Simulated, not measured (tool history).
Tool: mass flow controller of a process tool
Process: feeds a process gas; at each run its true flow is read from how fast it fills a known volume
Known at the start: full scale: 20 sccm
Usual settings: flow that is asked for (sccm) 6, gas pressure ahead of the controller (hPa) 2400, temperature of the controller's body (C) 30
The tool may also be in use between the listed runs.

run    hour  flow that is asked for (sccm)  gas pressure ahead of the controller (hPa)  temperature of the controller's body (C)  true flow (%)
  1       0                              6                                        2400                                        30          97.91
  2     124                              6                                        2400                                        30          97.87
  3   288.2                              6                                        2400                                        30          97.99
  4   453.9                              6                                        2400                                        30          97.93
  5   644.1                              6                                        2400                                        30          97.94
  6   736.4                              6                                        2100                                        30          98.02
  7   832.2                              6                                        2100                                        30          98.04
  8   970.5                              6                                        2400                                        27          97.49
  9  1166.8                             10                                        2400                                        30           98.6
 10  1262.8                             10                                        2400                                        30          98.67
 11  1404.2                             10                                        2400                                        30          98.67
 12  1534.9                             10                                        2400                                        24          97.95
 13    1745                             10                                        2400                                        24          97.95
 14  1896.9                              6                                        2400                                        23           97.3
 15  2065.7                              6                                        2400                                        23          97.27
 16    2248                              6                                        2400                                        23          97.19
 17    2368                              6                                        2400                                        21          97.08
 18  2507.6                              6                                        2400                                        21          96.96
 19  2631.7                              6                                        2400                                        21          97.01
 20  2801.8                              6                                        2400                                        39          98.69
 21  3022.8                              6                                        2100                                        30           98.1
 22  3178.6                              6                                        2100                                        30          98.12
 23  3400.3                              6                                        2100                                        30          97.92
 24  3571.1                              6                                        2100                                        30          98.08
 25  3718.2                              6                                        2100                                        30          98.06
 26    3835                              6                                        2100                                        30          97.96
 27  3994.7                              6                                        2100                                        30          98.14
 28  4194.7                             13                                        2260                                        31          99.36
 29  4356.8                             13                                        2260                                        39         100.21
 30  4538.2                             13                                        2540                                        29          98.89
 31  4634.6                             13                                        2540                                        29          98.88
 32  4777.8                              4                                        2120                                        35          98.18
 33  4938.9                              4                                        2120                                        35          98.18
 34  5082.5                              3                                        2790                                        31          97.25
 35  5280.2                              3                                        2790                                        26          96.77
 36  5452.9                              3                                        2790                                        26          96.81
 37  5595.7                              4                                        1460                                        23          97.39
 38  5689.3                              8                                        2320                                        24          97.78
 39  5866.9                              5                                        1620                                        23          97.43
 40  6059.6                              5                                        1520                                        23          97.48
       6224  -- controller's zero set anew
 41    6275                              6                                        1470                                        32          98.68
 42  6379.6                             19                                        1510                                        27         100.17
 43  6506.4                             13                                        1750                                        27          99.18
 44  6620.3                              2                                        2500                                        21          96.27
 45  6784.7                              2                                        2500                                        21          96.35
 46  7010.6                              2                                        2500                                        21          96.25
 47  7236.2                              6                                        2060                                        30          98.14
 48    7411                              6                                        1440                                        31           98.4
 49  7545.1                              6                                        1470                                        36          98.89

4 ways to go on from here, each from the tool as it stands after run 49. What would each give?
  A  7727.9                              6                                        1460                                        21              ?
  B  7727.9                              3                                        2080                                        31              ?
  C  7727.9                              8                                        2400                                        32              ?
  D  7727.9                             16                                        2410                                        26              ?

run  true flow (%)
  A          97.49
  B           97.6
  C          98.46
  D          99.14
Without the tool's hidden state the same runs would have given:
run  true flow (%)
  A          97.48
  B          97.59
  C          98.45
  D          99.13
